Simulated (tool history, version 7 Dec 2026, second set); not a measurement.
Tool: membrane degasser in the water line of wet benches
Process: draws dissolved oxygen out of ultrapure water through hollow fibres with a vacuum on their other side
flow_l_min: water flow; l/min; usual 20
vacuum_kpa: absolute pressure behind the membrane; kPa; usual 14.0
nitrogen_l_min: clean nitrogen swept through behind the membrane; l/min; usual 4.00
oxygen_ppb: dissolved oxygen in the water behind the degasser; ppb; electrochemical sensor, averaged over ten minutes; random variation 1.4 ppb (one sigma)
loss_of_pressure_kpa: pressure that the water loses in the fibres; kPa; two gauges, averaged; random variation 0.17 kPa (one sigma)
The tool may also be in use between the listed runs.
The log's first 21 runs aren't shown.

run,day,flow_l_min,vacuum_kpa,nitrogen_l_min,hours since the membrane was changed,hours since the vacuum gauge was calibrated,hours since the vacuum lines were made tight,oxygen_ppb,loss_of_pressure_kpa
22,42.712,20,13.4,3.29,3264,341,3547,160.9,27.46
# day 43.108: vacuum gauge calibrated, once more
23,44.629,20,13.4,3.29,3310,37,3593,155.7,27.42
24,46.317,20,13.4,3.29,3350,77,3634,150.7,27.51
25,48.717,20,13.4,3.29,3408,135,3691,154.9,27.66
26,50.858,12,14.0,2.66,3459,186,3743,123.8,16.67
27,53.546,20,14.0,7.03,3524,250,3807,80.6,27.36
28,55.208,30,15.9,4.78,3564,290,3847,203.0,41.46
29,57.588,26,16.7,6.43,3621,347,3904,140.1,35.82
30,59.029,23,16.7,6.43,3655,382,3939,124.5,31.85
31,61.521,23,16.7,6.43,3715,442,3998,125.9,31.21
32,64.262,23,16.7,6.43,3781,508,4064,125.0,31.90

Forecast each of these 4 alternatives for the next run:
A,66.667,22,21.6,4.00,3839,565,4122,?,?
B,66.667,19,16.7,6.43,3839,565,4122,?,?
C,66.667,20,17.0,9.40,3839,565,4122,?,?
D,66.667,18,16.7,9.65,3839,565,4122,?,?

run,oxygen_ppb,loss_of_pressure_kpa
A,251.4,30.24
B,102.2,26.41
C,77.8,27.48
D,66.2,24.68
Without the tool's hidden state the same runs would have given:
run,oxygen_ppb,loss_of_pressure_kpa
A,246.0,29.47
B,99.3,25.75
C,75.4,26.79
D,64.0,24.06
